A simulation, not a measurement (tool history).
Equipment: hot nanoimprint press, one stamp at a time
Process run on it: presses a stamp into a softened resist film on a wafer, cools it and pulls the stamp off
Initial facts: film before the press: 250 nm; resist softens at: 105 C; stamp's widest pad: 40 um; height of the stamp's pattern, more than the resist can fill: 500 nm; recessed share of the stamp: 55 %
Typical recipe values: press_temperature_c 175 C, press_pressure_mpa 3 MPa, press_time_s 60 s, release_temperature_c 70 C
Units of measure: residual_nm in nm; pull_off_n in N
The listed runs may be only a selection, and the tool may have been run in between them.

run	hour	press_temperature_c	press_pressure_mpa	press_time_s	release_temperature_c	residual_nm	pull_off_n
1	0	175	3	60	70	104.4	126
2	60.3	175	3	60	70	105	130
3	144.4	175	3	60	70	104.4	128
4	196.3	175	3	60	70	103.6	128
5	244	175	3	60	70	103.1	129
6	290.7	175	3	60	70	104.2	125
7	331	175	3	60	70	102.8	125
8	408.3	175	3	60	70	103.5	130
9	462.5	175	3	60	73	102.8	115
# hour 473.5: plate thermocouple calibrated
10	522.4	175	3	60	61	104.3	163
# hour 561: stamp cleaned and given a new release coat
11	605.4	175	3	60	61	103.5	157
12	666.2	175	3	60	70	102	129
13	706.7	175	3	47	70	113.3	127
14	764.8	175	3	47	70	114	128
# hour 840.1: press's hydraulic seals changed and the load cell set to zero
15	840.1	175	3	47	70	113.7	127
16	909.6	167	3.26	60	65	150.9	145
# hour 953.6: plate thermocouple calibrated
17	986.8	175	3.99	60	63	91.5	154
18	1072.6	164	3.99	33	76	187	107
# hour 1132.3: stamp cleaned and given a new release coat
19	1138.3	171	2.43	41	72	156.4	121
20	1208.5	185	3.61	113	62	40.1	157
21	1246.4	175	3.48	60	70	96.1	129
22	1316.9	181	2.5	60	70	80.1	128
23	1396.2	181	2.5	98	74	64.1	113
# hour 1427.9: plate thermocouple calibrated
24	1478.4	181	2.5	49	67	87.4	140
25	1554.7	181	2.5	49	67	87.6	134
26	1602.3	181	2.5	49	67	86.2	141
27	1683.5	179	1.96	90	72	82	122
# hour 1696.3: stamp cleaned and given a new release coat
28	1736.4	175	1.94	101	70	98.6	129
29	1773.4	166	2.19	63	57	172.3	178
# hour 1811: press's hydraulic seals changed and the load cell set to zero
30	1824.2	166	2.63	51	57	173.3	175

4 ways to go on from here, each from the tool as it stands after run 30. What would each give?
A	1877.7	184	3	60	61	?	?
B	1877.7	169	3.89	51	70	?	?
C	1877.7	178	4.14	38	70	?	?
D	1877.7	166	3.33	51	69	?	?

run	residual_nm	pull_off_n
A	62.5	160
B	134.6	130
C	91.4	128
D	164	128
Without the tool's hidden state the same runs would have given:
run	residual_nm	pull_off_n
A	64.1	159
B	138.2	130
C	93.8	128
D	168.2	127

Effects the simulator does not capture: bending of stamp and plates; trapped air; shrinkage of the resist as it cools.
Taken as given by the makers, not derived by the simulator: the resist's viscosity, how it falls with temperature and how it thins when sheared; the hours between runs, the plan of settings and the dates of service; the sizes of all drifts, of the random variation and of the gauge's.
